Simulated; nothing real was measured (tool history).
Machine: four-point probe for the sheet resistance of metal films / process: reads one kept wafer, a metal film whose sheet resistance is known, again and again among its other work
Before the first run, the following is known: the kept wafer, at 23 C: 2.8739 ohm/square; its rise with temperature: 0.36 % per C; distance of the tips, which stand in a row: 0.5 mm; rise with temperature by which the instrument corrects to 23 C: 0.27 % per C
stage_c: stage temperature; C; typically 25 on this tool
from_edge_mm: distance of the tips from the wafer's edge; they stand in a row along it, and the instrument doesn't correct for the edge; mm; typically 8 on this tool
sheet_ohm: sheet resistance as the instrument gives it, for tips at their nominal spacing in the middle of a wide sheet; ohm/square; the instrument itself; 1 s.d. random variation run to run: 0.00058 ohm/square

run,day,stage_c,from_edge_mm,sheet_ohm
1,0.000,25,8,2.892593
2,0.779,25,8,2.893994
3,1.596,25,8,2.893237
4,2.042,25,8,2.893934
5,2.642,25,8,2.893944
6,3.412,28,8,2.901450
7,4.258,28,8,2.901178
8,4.612,25,10,2.890539
# day 4.696: stage's thermometer calibrated
9,5.117,25,10,2.887664
10,5.721,25,8,2.890835
11,6.208,21,35,2.873881
12,6.779,25,4,2.908514
13,7.150,27,5,2.905981

Forecast run 14:
# day 7.729: stage's thermometer calibrated, once more
14,7.908,27,5,?

Logged for run 14: sheet_ohm 2.914369 ohm/square.
Had the tool carried no hidden state, the very same run would have given sheet_ohm 2.899652 ohm/square.
